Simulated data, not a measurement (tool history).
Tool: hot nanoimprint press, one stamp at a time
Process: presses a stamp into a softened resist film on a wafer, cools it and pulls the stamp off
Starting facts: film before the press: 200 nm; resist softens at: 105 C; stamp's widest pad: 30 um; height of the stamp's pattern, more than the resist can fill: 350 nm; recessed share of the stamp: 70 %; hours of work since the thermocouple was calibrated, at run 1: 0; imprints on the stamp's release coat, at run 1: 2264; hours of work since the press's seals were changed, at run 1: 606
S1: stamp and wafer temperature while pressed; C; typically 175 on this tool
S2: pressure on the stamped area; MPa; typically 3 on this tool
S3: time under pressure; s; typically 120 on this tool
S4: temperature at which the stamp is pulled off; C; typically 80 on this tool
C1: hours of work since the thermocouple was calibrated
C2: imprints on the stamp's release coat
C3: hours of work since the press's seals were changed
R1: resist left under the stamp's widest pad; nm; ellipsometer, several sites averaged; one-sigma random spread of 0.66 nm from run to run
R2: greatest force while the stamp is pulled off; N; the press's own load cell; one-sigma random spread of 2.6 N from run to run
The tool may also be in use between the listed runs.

| run | hour | S1 | S2 | S3 | S4 | C1 | C2 | C3 | R1 | R2 |
|---|---|---|---|---|---|---|---|---|---|---|
| 1 | 0 | 175 | 3 | 120 | 80 | 0 | 2264 | 606 | 74.1 | 127 |
|  | 10.9 | stamp cleaned and given a new release coat |
| 2 | 90.5 | 175 | 3 | 120 | 80 | 67 | 384 | 673 | 71.8 | 120 |
|  | 111.6 | press's hydraulic seals changed and the load cell set to zero |
| 3 | 195.8 | 175 | 3 | 120 | 80 | 144 | 853 | 67 | 73.3 | 123 |
| 4 | 294 | 175 | 3 | 120 | 71 | 222 | 1327 | 145 | 72.2 | 133 |
| 5 | 393 | 175 | 3 | 120 | 82 | 301 | 1804 | 223 | 71.9 | 121 |
|  | 415.9 | plate thermocouple calibrated |
| 6 | 468 | 175 | 3 | 120 | 82 | 41 | 2152 | 281 | 71.5 | 123 |
|  | 502 | stamp cleaned and given a new release coat |
| 7 | 567.9 | 169 | 3 | 120 | 80 | 116 | 318 | 355 | 91.3 | 124 |
| 8 | 636.1 | 169 | 3 | 120 | 80 | 170 | 647 | 409 | 92.1 | 121 |
| 9 | 708.5 | 175 | 3 | 121 | 80 | 228 | 996 | 467 | 72.4 | 123 |
| 10 | 751 | 175 | 3 | 120 | 77 | 261 | 1201 | 500 | 72.5 | 127 |
| 11 | 792.9 | 175 | 3 | 120 | 77 | 295 | 1404 | 534 | 72.9 | 123 |
|  | 819.2 | plate thermocouple calibrated |
| 12 | 865.1 | 175 | 3 | 120 | 77 | 36 | 1737 | 589 | 72.5 | 125 |
| 13 | 938.3 | 175 | 3 | 120 | 77 | 95 | 2091 | 647 | 72.1 | 129 |
|  | 983.6 | stamp cleaned and given a new release coat |
|  | 991.6 | press's hydraulic seals changed and the load cell set to zero |
| 14 | 1045.4 | 175 | 3 | 76 | 80 | 169 | 260 | 43 | 86.6 | 122 |
| 15 | 1092.3 | 175 | 3 | 76 | 80 | 206 | 486 | 80 | 85.5 | 121 |
| 16 | 1188.3 | 175 | 4.66 | 120 | 80 | 282 | 949 | 156 | 57.7 | 121 |
|  | 1237.4 | plate thermocouple calibrated |
| 17 | 1245.1 | 175 | 3.9 | 120 | 79 | 6 | 1209 | 199 | 63.5 | 121 |
| 18 | 1316.9 | 175 | 2 | 120 | 79 | 63 | 1555 | 256 | 89.2 | 125 |
| 19 | 1367.3 | 175 | 2 | 120 | 79 | 103 | 1798 | 296 | 87.8 | 122 |
| 20 | 1434.2 | 175 | 2 | 120 | 79 | 156 | 2121 | 349 | 86.8 | 127 |
|  | 1474.3 | stamp cleaned and given a new release coat |
| 21 | 1525 | 180 | 2.75 | 110 | 66 | 224 | 244 | 416 | 65.1 | 137 |
| 22 | 1611 | 172 | 3 | 120 | 80 | 292 | 659 | 485 | 82.6 | 122 |
|  | 1645.2 | plate thermocouple calibrated |
| 23 | 1698.6 | 172 | 3 | 120 | 80 | 42 | 1067 | 552 | 80.9 | 125 |
| 24 | 1744 | 172 | 3 | 120 | 80 | 78 | 1286 | 588 | 81.3 | 122 |
| 25 | 1801.2 | 184 | 3 | 180 | 68 | 124 | 1562 | 633 | 43.6 | 136 |

Run 26, settings as shown, results not yet in. Your forecast:
|  | 1868 | press's hydraulic seals changed and the load cell set to zero |
| 26 | 1868 | 184 | 3 | 180 | 68 | 170 | 1846 | 0 | ? | ? |

{"run 26": {"R1": 42.8, "R2": 137}}
Without the tool's hidden state the same run would have given R1 42.8 nm, R2 136 N.
